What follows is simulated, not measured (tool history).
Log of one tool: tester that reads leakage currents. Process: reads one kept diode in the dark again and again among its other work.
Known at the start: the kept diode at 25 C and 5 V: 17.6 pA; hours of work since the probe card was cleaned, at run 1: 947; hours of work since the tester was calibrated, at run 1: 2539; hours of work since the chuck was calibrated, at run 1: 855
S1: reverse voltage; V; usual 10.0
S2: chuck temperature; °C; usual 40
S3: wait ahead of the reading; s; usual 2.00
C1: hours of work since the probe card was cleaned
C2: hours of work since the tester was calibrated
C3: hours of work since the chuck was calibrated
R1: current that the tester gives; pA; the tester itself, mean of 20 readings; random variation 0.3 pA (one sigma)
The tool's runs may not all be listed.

run    hour    S1  S2    S3    C1    C2    C3      R1
  1     0.0  10.0  40  2.00   947  2539   855  102.24
  2    48.8  10.0  40  2.00   984  2576   893  102.66
  3   102.5  10.0  40  3.45  1025  2617   933  102.26
  4   187.5  10.0  40  3.45  1090  2681   998  102.94
  5   251.4  10.0  40  3.45  1138  2730  1047  103.21
  6   342.8  10.0  40  2.00  1208  2799  1116  103.50
  7   410.4  10.0  40  2.00  1259  2851  1168  103.00
  8   456.9  10.0  45  2.00  1295  2886  1203  151.44
  9   539.2  10.0  43  2.00  1357  2949  1266  129.78
 10   589.0  10.0  43  0.61  1395  2987  1304  132.93
      629.3  -- probe card cleaned and baked
 11   696.7  13.4  40  2.00    51  3066  1383  106.61
 12   769.3  13.4  40  2.00   107  3122  1438  107.25
 13   872.2  13.4  40  2.00   185  3200  1517  107.63
 14   979.2  13.4  40  2.00   266  3281  1598  108.08
      988.2  -- tester calibrated
 15  1087.2   5.0  40  2.00   347    75  1679   64.89
 16  1141.3  10.0  40  2.00   388   116  1720   93.88
 17  1190.5   2.2  22  4.72   425   154  1757    8.86
     1198.4  -- tester calibrated, once more
 18  1256.6   1.9  41  1.45   474    44  1806   41.41
 19  1324.9   1.9  41  1.45   526    96  1858   41.47
     1422.5  -- chuck's temperature calibrated
 20  1422.8   5.0  33  2.00   599   169     0   39.60
 21  1508.1   4.6  27  2.63   664   234    65   23.21
 22  1562.9   1.2  36  1.99   706   276   107   23.76
 23  1633.6   2.5  46  1.99   760   330   161   79.73
 24  1678.4  19.9  24  1.99   794   364   195   47.50
 25  1745.6   1.1  24  1.99   845   415   246    8.16
 26  1846.2   7.4  37  0.35   921   491   322   72.17
 27  1910.5   7.4  37  1.25   970   540   371   69.24
 28  2011.4   7.4  37  1.25  1047   617   448   69.73
 29  2081.0   8.9  30  0.71  1100   670   501   47.12
 30  2140.4   1.3  30  9.99  1145   715   546   14.91
 31  2190.9   5.8  40  0.71  1184   754   585   78.29
 32  2239.6   5.8  40  0.71  1221   791   622   78.11

Forecast each of these 4 alternatives for the next run:
  A  2305.6  15.5  40  2.67  1271  841  672   ?
  B  2305.6   5.1  29  0.71  1271  841  672   ?
  C  2305.6   1.7  40  2.00  1271  841  672   ?
  D  2305.6  16.5  52  2.00  1271  841  672   ?

run      R1
  A  134.75
  B   31.77
  C   39.42
  D  341.49
Without the tool's hidden state the same runs would have given:
run      R1
  A  122.40
  B   27.24
  C   39.13
  D  335.74
